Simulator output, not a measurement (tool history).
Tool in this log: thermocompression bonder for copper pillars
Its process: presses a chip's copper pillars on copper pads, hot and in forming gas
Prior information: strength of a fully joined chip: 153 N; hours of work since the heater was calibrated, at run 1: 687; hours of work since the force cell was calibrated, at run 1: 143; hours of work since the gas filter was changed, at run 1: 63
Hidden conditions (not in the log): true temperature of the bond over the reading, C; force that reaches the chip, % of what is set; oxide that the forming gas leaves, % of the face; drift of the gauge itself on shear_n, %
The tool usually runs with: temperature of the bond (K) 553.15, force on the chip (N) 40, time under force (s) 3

run	hour	temperature of the bond (K)	force on the chip (N)	time under force (s)	hours of work since the heater was calibrated	hours of work since the force cell was calibrated	hours of work since the gas filter was changed	force that shears a chip off (N)
1	0	553.15	40	3	687	143	63	47.9
2	17.1	553.15	40	3	700	157	76	48.1
3	24.8	553.15	40	3	706	163	82	46.9
4	33.4	553.15	40	3	713	169	89	47.1
5	45.9	553.15	40	3	723	179	99	47
6	57.3	553.15	40	3	731	188	108	46.9
7	66.6	553.15	42	5	739	195	115	58.9
8	82.8	553.15	42	5	751	208	127	57.6
9	91.6	558.15	40	9	758	214	134	72.1
# hour 94.5: force cell calibrated
10	104.5	527.15	41	2	767	8	143	28.8
11	111.7	554.15	44	5	772	13	149	58.8
# hour 117.3: forming gas filter changed
12	128.4	542.15	28	5	785	26	9	44.6

Here are 5 independent what-if runs from the current tool condition. What would each one return?
# hour 133.4: force cell calibrated, once more
A	145.4	561.15	40	3	797	9	21	?
# hour 133.4: force cell calibrated, once more
B	145.4	578.15	30	3	797	9	21	?
# hour 133.4: force cell calibrated, once more
C	145.4	547.15	29	2	797	9	21	?
# hour 133.4: force cell calibrated, once more
D	145.4	569.15	28	5	797	9	21	?
# hour 133.4: force cell calibrated, once more
E	145.4	542.15	35	2	797	9	21	?

run	force that shears a chip off (N)
A	54
B	52.7
C	30.8
D	56.3
E	34.2
Had the tool no hidden state, the same runs would have come out as:
run	force that shears a chip off (N)
A	58.6
B	57
C	33.9
D	60.9
E	37.5
